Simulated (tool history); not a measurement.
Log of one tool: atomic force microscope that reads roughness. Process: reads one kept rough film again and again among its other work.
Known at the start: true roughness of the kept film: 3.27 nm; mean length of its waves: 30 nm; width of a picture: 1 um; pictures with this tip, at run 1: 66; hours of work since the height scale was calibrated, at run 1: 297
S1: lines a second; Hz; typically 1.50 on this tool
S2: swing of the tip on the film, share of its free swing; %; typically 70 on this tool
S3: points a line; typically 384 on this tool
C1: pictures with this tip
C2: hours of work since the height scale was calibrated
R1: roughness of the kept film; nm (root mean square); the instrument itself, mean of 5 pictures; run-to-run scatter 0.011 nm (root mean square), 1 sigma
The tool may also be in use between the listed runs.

run   hour    S1  S2   S3   C1   C2     R1
  1    0.0  1.50  70  384   66  297  2.597
  2   30.6  1.50  70  384  121  315  2.492
  3   58.2  1.50  70  384  172  332  2.411
  4   99.9  1.50  70  384  247  358  2.333
     129.1  -- new tip fitted
  5  133.5  1.50  70  384    9  379  2.689
  6  163.4  1.50  70  384   63  397  2.579
  7  208.6  1.50  70  311  145  425  2.432
  8  255.8  1.50  70  311  231  454  2.318
  9  280.2  1.50  70  311  275  469  2.273
     295.6  -- new tip fitted
 10  333.8  1.50  70  311   70  502  2.579
 11  377.5  1.50  70  477  149  528  2.459
 12  429.9  1.50  70  477  244  561  2.309
     459.2  -- new tip fitted
 13  473.7  1.50  70  477   27  587  2.679
 14  523.4  1.79  71  487  117  618  2.497
 15  545.8  2.06  82  384  158  632  2.255
 16  581.4  0.58  87  978  222  654  2.390
 17  616.4  0.58  78  408  286  675  2.340
     623.9  -- new tip fitted
 18  645.1  3.83  78  507   38  693  2.301

Forecast each of these 3 alternatives for the next run:
  A  676.6  3.83  65  507  96  712   ?
  B  676.6  1.09  57  378  96  712   ?
  C  676.6  3.83  87  507  96  712   ?

run     R1
  A  2.417
  B  2.633
  C  2.016
Stripped of hidden state, with their random variation kept, the same runs would have yielded:
run     R1
  A  2.548
  B  2.776
  C  2.125

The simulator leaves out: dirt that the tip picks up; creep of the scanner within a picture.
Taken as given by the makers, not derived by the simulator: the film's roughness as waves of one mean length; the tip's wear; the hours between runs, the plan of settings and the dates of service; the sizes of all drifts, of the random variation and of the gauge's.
